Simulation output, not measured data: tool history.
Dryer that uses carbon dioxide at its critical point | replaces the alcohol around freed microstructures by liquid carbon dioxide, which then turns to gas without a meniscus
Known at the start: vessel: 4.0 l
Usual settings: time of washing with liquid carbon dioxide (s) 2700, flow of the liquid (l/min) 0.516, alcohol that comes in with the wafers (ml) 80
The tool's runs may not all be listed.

run	hour	time of washing with liquid carbon dioxide (s)	flow of the liquid (l/min)	alcohol that comes in with the wafers (ml)	alcohol left in the vessel before it's heated (ppm by volume)
1	0.0	2700	0.516	80	261
2	7.4	2700	0.516	80	254
3	14.6	2700	0.516	80	262
4	19.7	2700	0.516	80	263
5	29.5	2700	0.516	80	259
6	39.2	2700	0.516	80	271
7	44.4	2700	0.516	80	265
8	48.6	2700	0.516	80	280
9	57.8	2700	0.516	80	276
10	62.7	2700	0.516	80	271
11	71.8	2700	0.430	80	549
12	80.2	2700	0.331	32	506
13	87.4	2160	0.516	59	497
14	94.1	2040	0.516	48	479
15	99.9	1920	0.571	48	438
16	108.3	2280	0.487	80	665
17	114.3	2280	0.487	27	235
18	119.7	2100	0.516	80	731
19	127.7	2280	0.869	80	57
20	135.8	3180	0.637	111	71
21	144.1	3180	0.346	67	577
22	149.3	3180	0.346	67	592

Forecast each of these 4 alternatives for the next run:
A	158.4	3180	0.761	55	?
B	158.4	2700	0.627	31	?
C	158.4	3180	0.509	67	?
D	158.4	2700	0.346	67	?

run	alcohol left in the vessel before it's heated (ppm by volume)
A	20
B	60
C	145
D	984
Without the tool's hidden state the same runs would have given:
run	alcohol left in the vessel before it's heated (ppm by volume)
A	0
B	22
C	70
D	650
